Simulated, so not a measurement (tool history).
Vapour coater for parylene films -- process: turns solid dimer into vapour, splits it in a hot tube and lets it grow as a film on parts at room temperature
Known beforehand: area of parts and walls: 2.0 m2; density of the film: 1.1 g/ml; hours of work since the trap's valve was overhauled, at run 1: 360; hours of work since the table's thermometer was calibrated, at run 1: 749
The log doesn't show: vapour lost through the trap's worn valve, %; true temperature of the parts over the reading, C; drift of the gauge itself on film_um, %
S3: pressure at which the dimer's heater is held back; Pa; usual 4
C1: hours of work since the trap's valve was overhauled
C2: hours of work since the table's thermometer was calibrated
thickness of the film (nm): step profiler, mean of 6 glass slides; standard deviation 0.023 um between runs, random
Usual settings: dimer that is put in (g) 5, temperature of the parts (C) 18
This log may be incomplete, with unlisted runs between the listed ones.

run 1 hour=0 | dimer_that_is_put_in_(g)=5 temperature_of_the_parts_(C)=18 S3=4 | C1=360 C2=749 | thickness_of_the_film_(nm)=1290
run 2 hour=57.9 | dimer_that_is_put_in_(g)=5 temperature_of_the_parts_(C)=18 S3=11.13 | C1=409 C2=798 | thickness_of_the_film_(nm)=1080
-- hour=67 trap's valve overhauled
run 3 hour=94.3 | dimer_that_is_put_in_(g)=5 temperature_of_the_parts_(C)=18 S3=11.13 | C1=23 C2=826 | thickness_of_the_film_(nm)=1090
-- hour=144.6 table's thermometer calibrated
run 4 hour=144.6 | dimer_that_is_put_in_(g)=5 temperature_of_the_parts_(C)=18 S3=11.13 | C1=65 C2=0 | thickness_of_the_film_(nm)=1120
run 5 hour=170 | dimer_that_is_put_in_(g)=5 temperature_of_the_parts_(C)=13 S3=4 | C1=86 C2=22 | thickness_of_the_film_(nm)=1580
run 6 hour=223.4 | dimer_that_is_put_in_(g)=5 temperature_of_the_parts_(C)=13 S3=4 | C1=132 C2=67 | thickness_of_the_film_(nm)=1560
run 7 hour=248.4 | dimer_that_is_put_in_(g)=5 temperature_of_the_parts_(C)=13 S3=4 | C1=153 C2=88 | thickness_of_the_film_(nm)=1510
run 8 hour=277.5 | dimer_that_is_put_in_(g)=5 temperature_of_the_parts_(C)=13 S3=4 | C1=177 C2=112 | thickness_of_the_film_(nm)=1570
run 9 hour=327 | dimer_that_is_put_in_(g)=5 temperature_of_the_parts_(C)=13 S3=4 | C1=219 C2=154 | thickness_of_the_film_(nm)=1560
run 10 hour=371.4 | dimer_that_is_put_in_(g)=5 temperature_of_the_parts_(C)=18 S3=4 | C1=257 C2=192 | thickness_of_the_film_(nm)=1320
run 11 hour=410.9 | dimer_that_is_put_in_(g)=5 temperature_of_the_parts_(C)=18 S3=4 | C1=290 C2=225 | thickness_of_the_film_(nm)=1310
run 12 hour=464.6 | dimer_that_is_put_in_(g)=5 temperature_of_the_parts_(C)=18 S3=4 | C1=336 C2=271 | thickness_of_the_film_(nm)=1290
run 13 hour=495.3 | dimer_that_is_put_in_(g)=5 temperature_of_the_parts_(C)=18 S3=4 | C1=362 C2=297 | thickness_of_the_film_(nm)=1290
run 14 hour=536.3 | dimer_that_is_put_in_(g)=5 temperature_of_the_parts_(C)=18 S3=7.48 | C1=396 C2=331 | thickness_of_the_film_(nm)=1180
-- hour=561.7 trap's valve overhauled
run 15 hour=591.2 | dimer_that_is_put_in_(g)=5 temperature_of_the_parts_(C)=18 S3=7.48 | C1=25 C2=375 | thickness_of_the_film_(nm)=1170
run 16 hour=629.7 | dimer_that_is_put_in_(g)=5 temperature_of_the_parts_(C)=14 S3=4 | C1=58 C2=407 | thickness_of_the_film_(nm)=1550
run 17 hour=671.7 | dimer_that_is_put_in_(g)=5 temperature_of_the_parts_(C)=18 S3=4 | C1=93 C2=443 | thickness_of_the_film_(nm)=1320
run 18 hour=733.4 | dimer_that_is_put_in_(g)=5 temperature_of_the_parts_(C)=18 S3=4 | C1=145 C2=495 | thickness_of_the_film_(nm)=1280
run 19 hour=791.7 | dimer_that_is_put_in_(g)=5 temperature_of_the_parts_(C)=22 S3=4 | C1=195 C2=544 | thickness_of_the_film_(nm)=1110
run 20 hour=834.5 | dimer_that_is_put_in_(g)=2 temperature_of_the_parts_(C)=19 S3=2.4 | C1=231 C2=580 | thickness_of_the_film_(nm)=520
run 21 hour=880.9 | dimer_that_is_put_in_(g)=8 temperature_of_the_parts_(C)=19 S3=3.26 | C1=270 C2=620 | thickness_of_the_film_(nm)=2080
run 22 hour=941.5 | dimer_that_is_put_in_(g)=8 temperature_of_the_parts_(C)=19 S3=3.26 | C1=321 C2=671 | thickness_of_the_film_(nm)=2140
run 23 hour=979.2 | dimer_that_is_put_in_(g)=2 temperature_of_the_parts_(C)=10 S3=5.02 | C1=353 C2=703 | thickness_of_the_film_(nm)=640
run 24 hour=1025.5 | dimer_that_is_put_in_(g)=2 temperature_of_the_parts_(C)=10 S3=5.02 | C1=393 C2=742 | thickness_of_the_film_(nm)=680
-- hour=1051.5 trap's valve overhauled
run 25 hour=1062.8 | dimer_that_is_put_in_(g)=2 temperature_of_the_parts_(C)=10 S3=5.02 | C1=10 C2=770 | thickness_of_the_film_(nm)=640
run 26 hour=1115.7 | dimer_that_is_put_in_(g)=5 temperature_of_the_parts_(C)=16 S3=6.3 | C1=54 C2=815 | thickness_of_the_film_(nm)=1280
run 27 hour=1150.1 | dimer_that_is_put_in_(g)=5 temperature_of_the_parts_(C)=24 S3=3.45 | C1=83 C2=844 | thickness_of_the_film_(nm)=1080
-- hour=1177.1 table's thermometer calibrated
run 28 hour=1212.8 | dimer_that_is_put_in_(g)=5 temperature_of_the_parts_(C)=24 S3=3.45 | C1=136 C2=30 | thickness_of_the_film_(nm)=1080
run 29 hour=1273.7 | dimer_that_is_put_in_(g)=2 temperature_of_the_parts_(C)=29 S3=3.08 | C1=187 C2=82 | thickness_of_the_film_(nm)=350
run 30 hour=1307.3 | dimer_that_is_put_in_(g)=2 temperature_of_the_parts_(C)=29 S3=6.47 | C1=216 C2=110 | thickness_of_the_film_(nm)=310
run 31 hour=1357 | dimer_that_is_put_in_(g)=5 temperature_of_the_parts_(C)=28 S3=4 | C1=258 C2=152 | thickness_of_the_film_(nm)=920
run 32 hour=1412.7 | dimer_that_is_put_in_(g)=5 temperature_of_the_parts_(C)=28 S3=4 | C1=305 C2=199 | thickness_of_the_film_(nm)=910
run 33 hour=1439.9 | dimer_that_is_put_in_(g)=3 temperature_of_the_parts_(C)=18 S3=4 | C1=328 C2=222 | thickness_of_the_film_(nm)=770

How the hidden state differs across the entries between the runs, from the last listed run before each to the first after it:
Between runs 2 and 3: trap's valve overhauled (hour 67)
  vapour lost through the trap's worn valve, %: 0.8 -> 0.1
Between runs 3 and 4: table's thermometer calibrated (hour 144.6)
  vapour lost through the trap's worn valve, %: 0.1 -> 0.2; true temperature of the parts over the reading, C: -0.03 -> 0
Between runs 14 and 15: trap's valve overhauled (hour 561.7)
  vapour lost through the trap's worn valve, %: 0.8 -> 0.1
Between runs 24 and 25: trap's valve overhauled (hour 1051.5)
  vapour lost through the trap's worn valve, %: 0.8 -> 0
Between runs 27 and 28: table's thermometer calibrated (hour 1177.1)
  vapour lost through the trap's worn valve, %: 0.2 -> 0.3; true temperature of the parts over the reading, C: -0.03 -> 0.01

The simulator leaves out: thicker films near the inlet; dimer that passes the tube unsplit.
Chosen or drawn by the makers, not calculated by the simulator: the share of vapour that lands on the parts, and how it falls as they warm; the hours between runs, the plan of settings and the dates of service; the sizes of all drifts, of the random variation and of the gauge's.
